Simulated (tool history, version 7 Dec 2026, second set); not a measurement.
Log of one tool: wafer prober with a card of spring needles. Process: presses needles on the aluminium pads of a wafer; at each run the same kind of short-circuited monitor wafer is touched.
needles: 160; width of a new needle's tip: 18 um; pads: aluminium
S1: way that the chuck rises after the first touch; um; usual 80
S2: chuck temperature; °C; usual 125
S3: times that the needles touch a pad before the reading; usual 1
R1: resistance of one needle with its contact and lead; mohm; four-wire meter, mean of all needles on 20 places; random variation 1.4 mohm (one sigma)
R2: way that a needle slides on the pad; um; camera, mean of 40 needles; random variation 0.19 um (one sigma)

| run | hour | S1 | S2 | S3 | R1 | R2 |
|---|---|---|---|---|---|---|
| 1 | 0 | 80 | 125 | 1 | 124 | 20.88 |
|  | 2.3 | tips cleaned on abrasive film |
|  | 8.1 | tips cleaned on abrasive film |
|  | 13.8 | tips cleaned on abrasive film |
|  | 18.4 | tips cleaned on abrasive film |
|  | 23 | tips cleaned on abrasive film |
|  | 27.6 | tips cleaned on abrasive film |
|  | 32.2 | tips cleaned on abrasive film |
| 2 | 34.7 | 62 | 125 | 1 | 130 | 16.02 |
|  | 37.1 | tips cleaned on abrasive film |
|  | 41.7 | tips cleaned on abrasive film |
|  | 46.3 | tips cleaned on abrasive film |
|  | 50.8 | tips cleaned on abrasive film |
|  | 56.6 | tips cleaned on abrasive film |
|  | 62.3 | tips cleaned on abrasive film |
|  | 66.9 | tips cleaned on abrasive film |
| 3 | 67.4 | 62 | 125 | 1 | 125 | 15.8 |
|  | 72 | tips cleaned on abrasive film |
|  | 76.6 | tips cleaned on abrasive film |
|  | 81.2 | tips cleaned on abrasive film |
|  | 93.2 | card fitted with new needles |
|  | 97.8 | tips cleaned on abrasive film |
|  | 102.4 | tips cleaned on abrasive film |
|  | 107 | tips cleaned on abrasive film |
|  | 111.6 | tips cleaned on abrasive film |
|  | 116.2 | tips cleaned on abrasive film |
| 4 | 117.1 | 62 | 125 | 1 | 129 | 16.11 |
|  | 121.6 | tips cleaned on abrasive film |
|  | 126.2 | tips cleaned on abrasive film |
|  | 130.8 | tips cleaned on abrasive film |
|  | 135.4 | tips cleaned on abrasive film |
|  | 140 | tips cleaned on abrasive film |
|  | 144.6 | tips cleaned on abrasive film |
|  | 150.3 | tips cleaned on abrasive film |
|  | 154.9 | tips cleaned on abrasive film |
|  | 160.6 | tips cleaned on abrasive film |
| 5 | 161 | 85 | 125 | 1 | 123 | 22.24 |
|  | 165.6 | tips cleaned on abrasive film |
|  | 170.2 | tips cleaned on abrasive film |
|  | 174.8 | tips cleaned on abrasive film |
|  | 179.4 | tips cleaned on abrasive film |
|  | 184.5 | tips cleaned on abrasive film |
| 6 | 184.5 | 85 | 125 | 1 | 124 | 22.4 |
|  | 190.2 | tips cleaned on abrasive film |
|  | 194.8 | tips cleaned on abrasive film |
|  | 199.4 | tips cleaned on abrasive film |
|  | 204 | tips cleaned on abrasive film |
|  | 208.6 | tips cleaned on abrasive film |
|  | 213.2 | tips cleaned on abrasive film |
|  | 217.8 | tips cleaned on abrasive film |
|  | 222.4 | tips cleaned on abrasive film |
| 7 | 225.9 | 80 | 125 | 1 | 124 | 20.68 |
|  | 227.2 | tips cleaned on abrasive film |
|  | 231.8 | tips cleaned on abrasive film |
|  | 237.5 | tips cleaned on abrasive film |
|  | 242.1 | tips cleaned on abrasive film |
|  | 246.7 | tips cleaned on abrasive film |
|  | 251.2 | tips cleaned on abrasive film |
|  | 255.8 | tips cleaned on abrasive film |
|  | 260.4 | tips cleaned on abrasive film |
| 8 | 261.8 | 80 | 125 | 1 | 124 | 20.78 |
|  | 265.3 | tips cleaned on abrasive film |
|  | 269.9 | tips cleaned on abrasive film |
|  | 274.5 | tips cleaned on abrasive film |
|  | 279.1 | tips cleaned on abrasive film |
|  | 283.7 | tips cleaned on abrasive film |
|  | 288.3 | tips cleaned on abrasive film |
|  | 292.9 | tips cleaned on abrasive film |
|  | 297.5 | tips cleaned on abrasive film |
| 9 | 301 | 80 | 125 | 1 | 124 | 20.91 |
|  | 302.2 | tips cleaned on abrasive film |
|  | 307.9 | tips cleaned on abrasive film |
|  | 313.6 | tips cleaned on abrasive film |
|  | 318.2 | tips cleaned on abrasive film |
|  | 324 | tips cleaned on abrasive film |
|  | 329.7 | tips cleaned on abrasive film |
| 10 | 330.3 | 80 | 125 | 1 | 124 | 20.83 |
|  | 334.9 | tips cleaned on abrasive film |
|  | 340.6 | tips cleaned on abrasive film |
|  | 346.4 | tips cleaned on abrasive film |
| 11 | 349.6 | 80 | 125 | 1 | 123 | 21.11 |
|  | 351.9 | tips cleaned on abrasive film |
|  | 356.5 | tips cleaned on abrasive film |
|  | 361.1 | tips cleaned on abrasive film |
|  | 366.8 | tips cleaned on abrasive film |
|  | 371.4 | tips cleaned on abrasive film |
|  | 376 | tips cleaned on abrasive film |
|  | 381.7 | tips cleaned on abrasive film |
|  | 386.3 | tips cleaned on abrasive film |
| 12 | 388.8 | 80 | 97 | 1 | 118 | 20.68 |
|  | 391.1 | tips cleaned on abrasive film |
|  | 391.4 | height of the first contact set anew |
|  | 396 | tips cleaned on abrasive film |
|  | 400.6 | tips cleaned on abrasive film |
|  | 405.2 | tips cleaned on abrasive film |
|  | 410.9 | tips cleaned on abrasive film |
|  | 415.5 | tips cleaned on abrasive film |
|  | 421.2 | tips cleaned on abrasive film |
|  | 425.8 | tips cleaned on abrasive film |
| 13 | 427.2 | 72 | 97 | 1 | 122 | 18.58 |
|  | 430.6 | tips cleaned on abrasive film |
|  | 435.2 | tips cleaned on abrasive film |
|  | 440.9 | tips cleaned on abrasive film |
|  | 446.7 | tips cleaned on abrasive film |
|  | 452.4 | tips cleaned on abrasive film |
|  | 457 | tips cleaned on abrasive film |
|  | 461.6 | tips cleaned on abrasive film |
| 14 | 464 | 72 | 97 | 1 | 121 | 18.82 |
|  | 466.3 | tips cleaned on abrasive film |
|  | 470.9 | tips cleaned on abrasive film |
|  | 475.5 | tips cleaned on abrasive film |
|  | 481.2 | tips cleaned on abrasive film |
| 15 | 484.6 | 92 | 97 | 2 | 119 | 24 |
|  | 486.9 | tips cleaned on abrasive film |
|  | 491.5 | tips cleaned on abrasive film |
|  | 497.2 | tips cleaned on abrasive film |
|  | 501.8 | tips cleaned on abrasive film |
|  | 506.4 | tips cleaned on abrasive film |
|  | 511 | tips cleaned on abrasive film |
|  | 515.6 | tips cleaned on abrasive film |
|  | 520.2 | tips cleaned on abrasive film |
|  | 524.8 | tips cleaned on abrasive film |
| 16 | 527.8 | 80 | 125 | 1 | 123 | 20.8 |
|  | 530.1 | tips cleaned on abrasive film |
|  | 535.9 | tips cleaned on abrasive film |
|  | 540.4 | tips cleaned on abrasive film |
|  | 545 | tips cleaned on abrasive film |
|  | 550.8 | tips cleaned on abrasive film |
|  | 555.4 | tips cleaned on abrasive film |
|  | 559.9 | tips cleaned on abrasive film |
|  | 565.7 | tips cleaned on abrasive film |
| 17 | 568.1 | 94 | 85 | 1 | 115 | 24.45 |

The next listed run, before its measurement:
|  | 570.5 | tips cleaned on abrasive film |
|  | 575.1 | tips cleaned on abrasive film |
|  | 579.7 | tips cleaned on abrasive film |
|  | 584.3 | tips cleaned on abrasive film |
|  | 588.9 | tips cleaned on abrasive film |
|  | 593.5 | tips cleaned on abrasive film |
|  | 598 | tips cleaned on abrasive film |
| 18 | 600.2 | 94 | 85 | 1 | ? | ? |

Run 18 gave R1 115 mohm, R2 24.69 um.
Without the tool's hidden state the same run would have given R1 114 mohm, R2 24.69 um.
